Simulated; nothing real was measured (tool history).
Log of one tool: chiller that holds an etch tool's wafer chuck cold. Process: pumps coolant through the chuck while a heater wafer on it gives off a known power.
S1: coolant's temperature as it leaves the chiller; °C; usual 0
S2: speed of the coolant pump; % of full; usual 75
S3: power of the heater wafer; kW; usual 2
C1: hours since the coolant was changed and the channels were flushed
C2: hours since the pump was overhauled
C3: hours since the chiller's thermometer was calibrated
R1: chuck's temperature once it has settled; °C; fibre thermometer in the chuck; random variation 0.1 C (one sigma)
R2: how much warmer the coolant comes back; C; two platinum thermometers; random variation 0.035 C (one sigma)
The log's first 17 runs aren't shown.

run	hour	S1	S2	S3	C1	C2	C3	R1	R2
18	1264.2	0	86	1.43	1994	99	394	12.5	3.82
19	1367.1	0	76	2	2097	202	497	18.7	6.06
20	1429.1	5	96	1.025	2159	264	559	13.2	2.39
21	1492.4	0	90	1.025	2222	327	622	8.6	2.57
22	1585.8	3	90	1.245	2315	421	716	13.5	3.15
23	1652.1	-8	90	1.163	2382	487	782	2	2.97
24	1700.2	0	75	2	2430	535	830	19	6.19
25	1770.4	4	67	1.045	2500	605	900	14.6	3.62
26	1864.2	0	62	2.27	2594	699	994	24	8.69
27	1959.6	-6	62	1.516	2689	795	1089	9.9	5.81
28	2068.6	-3	65	2.614	2798	904	1198	23.8	9.49
29	2151.2	-3	65	2.614	2881	986	1281	23.7	9.45
30	2254.4	-3	65	2.614	2984	1089	1384	23.9	9.48
31	2348.8	-3	65	2.614	3078	1184	1479	23.8	9.43
32	2404.2	0	75	2.301	3134	1239	1534	21.5	7.07

3 ways to go on from here, each from the tool as it stands after run 32. What would each give?
A	2486.3	1	79	2.211	3216	1321	1616	?	?
B	2486.3	0	75	1.933	3216	1321	1616	?	?
C	2486.3	5	66	1.799	3216	1321	1616	?	?

run	R1	R2
A	21.2	6.49
B	18	5.94
C	23.4	6.42
Without the tool's hidden state the same runs would have given:
run	R1	R2
A	21.2	6.49
B	18	5.93
C	23.4	6.41

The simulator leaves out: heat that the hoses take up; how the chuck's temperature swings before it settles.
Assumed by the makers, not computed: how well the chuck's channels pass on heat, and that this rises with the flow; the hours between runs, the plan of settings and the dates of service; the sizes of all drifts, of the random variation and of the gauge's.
